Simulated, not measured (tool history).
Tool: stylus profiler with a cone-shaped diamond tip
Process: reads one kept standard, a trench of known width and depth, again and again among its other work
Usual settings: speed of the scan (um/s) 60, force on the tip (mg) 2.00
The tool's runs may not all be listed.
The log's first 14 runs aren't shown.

run    hour  speed of the scan (um/s)  force on the tip (mg)  scans with this tip  hours of work since the height scale was calibrated  depth of the trench (Å)  width of the trench's floor (nm)
 15  1364.6                        60                   2.00                12796                                                   79                   5026.0                             97070
 16  1454.4                        60                   2.00                13040                                                  126                   5025.2                             97070
 17  1600.6                        60                   2.00                13438                                                  203                   5025.1                             97070
 18  1727.5                        60                   2.00                13783                                                  270                   5026.1                             97130
 19  1797.9                        60                   2.00                13975                                                  307                   5025.2                             97040
 20  1941.2                        60                   2.00                14364                                                  382                   5024.2                             97080
 21  2022.5                        60                   2.00                14585                                                  425                   5027.8                             97060
 22  2137.7                        60                   2.00                14899                                                  486                   5024.6                             97090
 23  2254.7                        60                   2.00                15217                                                  547                   5024.1                             97020
 24  2395.9                        60                   2.00                15601                                                  621                   5024.4                             97110

Run 25 comes next. What will it give?
 25  2490.9                        60                   2.00                15859                                                  671                        ?                                 ?

{"run 25": {"depth of the trench (Å)": 5027.3, "width of the trench's floor (nm)": 97050}}
Without the tool's hidden state the same run would have given depth of the trench (Å) 5027.6, width of the trench's floor (nm) 97080.
